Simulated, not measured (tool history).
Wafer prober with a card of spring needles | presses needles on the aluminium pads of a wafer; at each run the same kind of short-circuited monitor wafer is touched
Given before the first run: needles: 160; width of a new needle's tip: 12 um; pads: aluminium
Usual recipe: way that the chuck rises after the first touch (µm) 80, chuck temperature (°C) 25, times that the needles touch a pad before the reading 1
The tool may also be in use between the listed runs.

run   hour  way that the chuck rises after the first touch (µm)  chuck temperature (°C)  times that the needles touch a pad before the reading  resistance of one needle with its contact and lead (mohm)  way that a needle slides on the pad (µm)
  1    0.0                                                   80                      25                                                      1                                                        169                                     12.06
       5.7  -- tips cleaned on abrasive film
  2   21.2                                                   80                      44                                                      1                                                        178                                     12.04
      23.2  -- tips cleaned on abrasive film
      43.4  -- tips cleaned on abrasive film
  3   51.2                                                   80                      44                                                      1                                                        172                                     12.03
      61.0  -- tips cleaned on abrasive film
      78.9  -- tips cleaned on abrasive film
  4   86.5                                                   80                      44                                                      1                                                        175                                     12.05
      98.5  -- tips cleaned on abrasive film
  5  110.3                                                   82                      44                                                      1                                                        172                                     12.37
     115.9  -- tips cleaned on abrasive film
     134.7  -- tips cleaned on abrasive film
  6  134.7                                                   70                      44                                                      1                                                        172                                     10.52
     153.0  -- tips cleaned on abrasive film
     160.1  -- height of the first contact set anew
     172.3  -- tips cleaned on abrasive film
  7  176.1                                                   69                      25                                                      1                                                        171                                     10.38
     191.8  -- tips cleaned on abrasive film
  8  204.6                                                   80                      25                                                      1                                                        171                                     12.00
     209.0  -- tips cleaned on abrasive film
     226.7  -- tips cleaned on abrasive film
  9  227.6                                                   64                      25                                                      1                                                        167                                      9.61
     243.9  -- tips cleaned on abrasive film
 10  245.5                                                   80                      25                                                      1                                                        169                                     12.02
     263.4  -- tips cleaned on abrasive film
 11  278.7                                                   80                      45                                                      1                                                        175                                     11.97
     280.6  -- tips cleaned on abrasive film
     300.9  -- tips cleaned on abrasive film
 12  315.8                                                   80                      25                                                      3                                                        172                                     11.95
     318.3  -- tips cleaned on abrasive film
     336.1  -- tips cleaned on abrasive film
 13  337.3                                                   80                      25                                                      1                                                        170                                     11.95
     353.7  -- tips cleaned on abrasive film
     370.8  -- tips cleaned on abrasive film
 14  372.8                                                   80                      25                                                      1                                                        168                                     11.92
     390.0  -- tips cleaned on abrasive film
 15  403.7                                                   80                      25                                                      1                                                        170                                     11.96
     410.7  -- tips cleaned on abrasive film
     428.3  -- tips cleaned on abrasive film
 16  428.3                                                   80                      25                                                      1                                                        170                                     11.91
     446.6  -- tips cleaned on abrasive film
 17  461.2                                                   80                      25                                                      1                                                        170                                     11.92
     463.7  -- tips cleaned on abrasive film
     481.4  -- tips cleaned on abrasive film
 18  496.7                                                   80                      25                                                      2                                                        168                                     11.85
     499.6  -- tips cleaned on abrasive film
     517.1  -- tips cleaned on abrasive film
 19  525.7                                                   80                      65                                                      2                                                        179                                     11.87
     535.6  -- tips cleaned on abrasive film
     553.8  -- tips cleaned on abrasive film
 20  561.6                                                   73                     111                                                      1                                                        189                                     10.82
     571.0  -- tips cleaned on abrasive film
     589.5  -- tips cleaned on abrasive film
 21  589.5                                                   70                     111                                                      1                                                        187                                     10.39
     608.2  -- tips cleaned on abrasive film
 22  611.2                                                   80                      25                                                      1                                                        167                                     11.84
     628.1  -- tips cleaned on abrasive film
 23  636.9                                                   97                      25                                                      2                                                        169                                     14.38
     645.4  -- tips cleaned on abrasive film
 24  661.3                                                   97                      25                                                      2                                                        170                                     14.34
     663.4  -- tips cleaned on abrasive film
     684.3  -- tips cleaned on abrasive film
 25  687.5                                                   80                      25                                                      1                                                        167                                     11.81
     703.7  -- tips cleaned on abrasive film
     710.2  -- height of the first contact set anew
 26  710.2                                                   85                      74                                                      3                                                        180                                     12.54
     721.8  -- tips cleaned on abrasive film
     739.9  -- tips cleaned on abrasive film
 27  747.5                                                   64                     121                                                      3                                                        195                                      9.45
     759.3  -- tips cleaned on abrasive film
     777.8  -- tips cleaned on abrasive film
 28  785.5                                                   77                      25                                                      1                                                        168                                     11.32
     795.0  -- tips cleaned on abrasive film
     812.9  -- tips cleaned on abrasive film
 29  818.1                                                   74                      25                                                      2                                                        170                                     10.91
     832.6  -- tips cleaned on abrasive film
     851.8  -- tips cleaned on abrasive film
 30  853.4                                                   80                      93                                                      1                                                        184                                     11.76
     869.1  -- tips cleaned on abrasive film
 31  884.0                                                   80                      93                                                      1                                                        183                                     11.76

Consider 3 possible next runs. They are alternatives, not a sequence: every one starts from the tool as it was left by run 31. What does each give?
     886.5  -- tips cleaned on abrasive film
  A  902.9                                                   85                      44                                                      1                                                          ?                                         ?
     886.5  -- tips cleaned on abrasive film
  B  902.9                                                   75                      43                                                      2                                                          ?                                         ?
     886.5  -- tips cleaned on abrasive film
  C  902.9                                                   95                      93                                                      1                                                          ?                                         ?

run  resistance of one needle with its contact and lead (mohm)  way that a needle slides on the pad (µm)
  A                                                        174                                     12.51
  B                                                        173                                     11.01
  C                                                        183                                     13.95
With the hidden condition removed and each run's random variation left untouched, the same runs would have given:
run  resistance of one needle with its contact and lead (mohm)  way that a needle slides on the pad (µm)
  A                                                        173                                     12.87
  B                                                        173                                     11.33
  C                                                        182                                     14.35
